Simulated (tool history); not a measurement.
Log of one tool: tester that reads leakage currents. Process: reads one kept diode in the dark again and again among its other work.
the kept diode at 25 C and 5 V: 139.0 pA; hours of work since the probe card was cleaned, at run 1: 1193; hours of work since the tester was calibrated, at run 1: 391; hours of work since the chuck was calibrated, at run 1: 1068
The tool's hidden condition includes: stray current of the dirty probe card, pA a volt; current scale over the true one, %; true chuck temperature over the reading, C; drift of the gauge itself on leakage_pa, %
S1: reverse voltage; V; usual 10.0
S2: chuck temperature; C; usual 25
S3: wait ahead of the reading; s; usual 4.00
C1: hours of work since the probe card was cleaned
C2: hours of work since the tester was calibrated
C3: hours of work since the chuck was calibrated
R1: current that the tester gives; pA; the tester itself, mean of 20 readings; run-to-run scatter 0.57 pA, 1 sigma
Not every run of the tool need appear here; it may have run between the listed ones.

{"run": 1, "hour": 0.0, "S1": 10.0, "S2": 25, "S3": 4.0, "C1": 1193, "C2": 391, "C3": 1068, "R1": 189.2}
{"run": 2, "hour": 27.2, "S1": 10.0, "S2": 25, "S3": 4.0, "C1": 1213, "C2": 412, "C3": 1089, "R1": 188.14}
{"run": 3, "hour": 45.7, "S1": 10.0, "S2": 25, "S3": 4.0, "C1": 1227, "C2": 426, "C3": 1103, "R1": 189.59}
{"run": 4, "hour": 60.0, "S1": 10.0, "S2": 25, "S3": 4.0, "C1": 1238, "C2": 437, "C3": 1114, "R1": 188.64}
{"run": 5, "hour": 82.0, "S1": 15.9, "S2": 25, "S3": 4.0, "C1": 1255, "C2": 453, "C3": 1131, "R1": 235.61}
{"run": 6, "hour": 94.2, "S1": 10.0, "S2": 25, "S3": 4.0, "C1": 1265, "C2": 463, "C3": 1140, "R1": 188.49}
{"hour": 110.1, "done": "chuck's temperature calibrated"}
{"run": 7, "hour": 114.4, "S1": 10.0, "S2": 25, "S3": 4.0, "C1": 1278, "C2": 477, "C3": 3, "R1": 202.88}
{"run": 8, "hour": 131.6, "S1": 10.0, "S2": 25, "S3": 4.0, "C1": 1292, "C2": 490, "C3": 16, "R1": 203.61}
{"run": 9, "hour": 151.0, "S1": 10.0, "S2": 30, "S3": 7.87, "C1": 1306, "C2": 505, "C3": 31, "R1": 298.79}
{"run": 10, "hour": 165.5, "S1": 10.3, "S2": 28, "S3": 1.0, "C1": 1318, "C2": 516, "C3": 42, "R1": 262.51}
{"run": 11, "hour": 189.1, "S1": 9.9, "S2": 52, "S3": 4.0, "C1": 1336, "C2": 534, "C3": 60, "R1": 1487.39}
{"run": 12, "hour": 207.7, "S1": 9.9, "S2": 52, "S3": 4.0, "C1": 1350, "C2": 548, "C3": 75, "R1": 1495.66}
{"run": 13, "hour": 220.9, "S1": 9.9, "S2": 52, "S3": 4.0, "C1": 1360, "C2": 558, "C3": 85, "R1": 1487.97}
{"run": 14, "hour": 243.2, "S1": 9.9, "S2": 39, "S3": 4.0, "C1": 1377, "C2": 575, "C3": 102, "R1": 584.8}
{"run": 15, "hour": 257.9, "S1": 4.0, "S2": 25, "S3": 0.94, "C1": 1388, "C2": 586, "C3": 113, "R1": 131.5}
{"run": 16, "hour": 285.1, "S1": 16.7, "S2": 33, "S3": 0.6, "C1": 1409, "C2": 607, "C3": 134, "R1": 488.21}

Predict each of these 3 candidate next runs independently; none follows another, all start after run 16:
{"run": "A", "hour": 303.6, "S1": 16.7, "S2": 38, "S3": 0.6, "C1": 1423, "C2": 621, "C3": 148, "R1": "?"}
{"run": "B", "hour": 303.6, "S1": 2.7, "S2": 36, "S3": 3.6, "C1": 1423, "C2": 621, "C3": 148, "R1": "?"}
{"run": "C", "hour": 303.6, "S1": 2.3, "S2": 36, "S3": 0.36, "C1": 1423, "C2": 621, "C3": 148, "R1": "?"}

run=A R1=703.10
run=B R1=255.23
run=C R1=239.57
What these runs would have given with no unlogged condition in the tool:
run=A R1=685.48
run=B R1=252.84
run=C R1=237.60
